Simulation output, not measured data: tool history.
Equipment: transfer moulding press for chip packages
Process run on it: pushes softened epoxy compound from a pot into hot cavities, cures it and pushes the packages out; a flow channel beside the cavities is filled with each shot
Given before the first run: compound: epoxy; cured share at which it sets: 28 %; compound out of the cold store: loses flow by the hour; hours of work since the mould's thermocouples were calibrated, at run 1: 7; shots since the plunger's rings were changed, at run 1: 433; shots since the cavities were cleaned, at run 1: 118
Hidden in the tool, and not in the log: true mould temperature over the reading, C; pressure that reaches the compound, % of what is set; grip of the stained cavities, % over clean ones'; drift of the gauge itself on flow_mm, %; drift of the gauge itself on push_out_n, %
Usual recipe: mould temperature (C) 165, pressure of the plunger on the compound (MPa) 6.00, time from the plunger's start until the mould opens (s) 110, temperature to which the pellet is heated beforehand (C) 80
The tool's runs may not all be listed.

| run | hour | mould temperature (C) | pressure of the plunger on the compound (MPa) | time from the plunger's start until the mould opens (s) | temperature to which the pellet is heated beforehand (C) | hours of work since the mould's thermocouples were calibrated | shots since the plunger's rings were changed | shots since the cavities were cleaned | incoming compound's hours out of the cold store | length that the compound runs in the flow channel (mm) | greatest force on the pins that push the packages out (N) |
|---|---|---|---|---|---|---|---|---|---|---|---|
| 1 | 0.0 | 165 | 6.00 | 110 | 80 | 7 | 433 | 118 | 38.4 | 688 | 507 |
| 2 | 17.4 | 165 | 6.00 | 110 | 80 | 15 | 581 | 266 | 23.7 | 746 | 590 |
| 3 | 33.5 | 165 | 4.51 | 110 | 80 | 23 | 718 | 403 | 37.7 | 595 | 666 |
|  | 63.9 | cavities cleaned with cleaning compound and waxed |
| 4 | 73.1 | 165 | 4.51 | 110 | 80 | 41 | 1041 | 77 | 41.6 | 583 | 460 |
| 5 | 110.4 | 165 | 4.51 | 110 | 80 | 59 | 1359 | 395 | 40.2 | 589 | 651 |
|  | 140.9 | cavities cleaned with cleaning compound and waxed |
| 6 | 144.0 | 165 | 4.51 | 110 | 80 | 74 | 1632 | 27 | 15.0 | 672 | 405 |
| 7 | 177.0 | 165 | 6.00 | 110 | 80 | 90 | 1913 | 308 | 24.8 | 738 | 620 |
| 8 | 205.3 | 158 | 6.00 | 110 | 80 | 103 | 2153 | 548 | 30.2 | 745 | 997 |
|  | 217.8 | cavities cleaned with cleaning compound and waxed |
| 9 | 235.9 | 158 | 6.00 | 110 | 80 | 117 | 2401 | 154 | 15.7 | 810 | 804 |
| 10 | 269.2 | 165 | 6.00 | 110 | 80 | 133 | 2683 | 436 | 14.1 | 777 | 675 |
|  | 294.8 | cavities cleaned with cleaning compound and waxed |
| 11 | 309.0 | 165 | 6.00 | 110 | 80 | 151 | 3009 | 121 | 39.1 | 674 | 487 |
| 12 | 328.2 | 165 | 6.00 | 110 | 80 | 160 | 3172 | 284 | 42.7 | 658 | 603 |
| 13 | 348.5 | 165 | 6.00 | 137 | 80 | 170 | 3345 | 457 | 17.1 | 758 | 601 |
|  | 360.2 | plunger's sealing rings changed |
|  | 375.3 | cavities cleaned with cleaning compound and waxed |
| 14 | 391.1 | 165 | 6.00 | 110 | 80 | 188 | 249 | 134 | 38.6 | 691 | 510 |
| 15 | 408.0 | 165 | 5.40 | 108 | 80 | 196 | 393 | 278 | 34.7 | 667 | 574 |
| 16 | 437.9 | 165 | 6.42 | 125 | 80 | 211 | 647 | 532 | 16.6 | 809 | 649 |
|  | 451.2 | cavities cleaned with cleaning compound and waxed |
| 17 | 459.4 | 165 | 6.42 | 126 | 81 | 220 | 817 | 69 | 37.7 | 711 | 414 |
| 18 | 479.1 | 163 | 5.15 | 119 | 74 | 230 | 985 | 237 | 24.8 | 694 | 559 |
| 19 | 501.4 | 163 | 5.15 | 119 | 74 | 240 | 1174 | 426 | 39.9 | 639 | 643 |
|  | 528.2 | cavities cleaned with cleaning compound and waxed |
| 20 | 529.0 | 173 | 5.50 | 98 | 73 | 253 | 1396 | 7 | 37.5 | 633 | 347 |
| 21 | 557.0 | 169 | 4.72 | 110 | 88 | 266 | 1634 | 245 | 22.5 | 647 | 521 |
| 22 | 595.4 | 165 | 5.38 | 110 | 80 | 284 | 1961 | 572 | 16.6 | 733 | 713 |
|  | 604.6 | cavities cleaned with cleaning compound and waxed |
| 23 | 626.7 | 165 | 5.38 | 110 | 80 | 298 | 2214 | 188 | 32.1 | 667 | 551 |
|  | 634.2 | mould's thermocouples calibrated |
| 24 | 662.3 | 165 | 5.38 | 110 | 80 | 13 | 2500 | 474 | 37.5 | 648 | 637 |
|  | 684.0 | cavities cleaned with cleaning compound and waxed |
| 25 | 687.2 | 162 | 6.00 | 118 | 80 | 25 | 2699 | 27 | 10.4 | 810 | 424 |
| 26 | 724.8 | 162 | 6.00 | 118 | 80 | 42 | 3018 | 346 | 16.9 | 781 | 678 |
|  | 760.7 | cavities cleaned with cleaning compound and waxed |
| 27 | 764.2 | 165 | 6.67 | 91 | 89 | 61 | 3341 | 31 | 36.4 | 718 | 480 |

Each row is a separate what-if for the run after 27, all from the same tool condition, not one after another. Results?
|  | 775.9 | plunger's sealing rings changed |
| A | 785.0 | 165 | 6.30 | 91 | 80 | 69 | 77 | 186 | 29.5 | ? | ? |
|  | 775.9 | plunger's sealing rings changed |
| B | 785.0 | 166 | 6.00 | 114 | 82 | 69 | 77 | 186 | 29.6 | ? | ? |
|  | 775.9 | plunger's sealing rings changed |
| C | 785.0 | 164 | 6.67 | 91 | 89 | 69 | 77 | 186 | 26.9 | ? | ? |
|  | 775.9 | plunger's sealing rings changed |
| D | 785.0 | 160 | 6.00 | 110 | 80 | 69 | 77 | 186 | 42.1 | ? | ? |

| run | length that the compound runs in the flow channel (mm) | greatest force on the pins that push the packages out (N) |
|---|---|---|
| A | 739 | 704 |
| B | 721 | 513 |
| C | 780 | 727 |
| D | 700 | 649 |
What these runs would have given with no unlogged condition in the tool:
| run | length that the compound runs in the flow channel (mm) | greatest force on the pins that push the packages out (N) |
|---|---|---|
| A | 740 | 463 |
| B | 723 | 344 |
| C | 781 | 479 |
| D | 701 | 427 |

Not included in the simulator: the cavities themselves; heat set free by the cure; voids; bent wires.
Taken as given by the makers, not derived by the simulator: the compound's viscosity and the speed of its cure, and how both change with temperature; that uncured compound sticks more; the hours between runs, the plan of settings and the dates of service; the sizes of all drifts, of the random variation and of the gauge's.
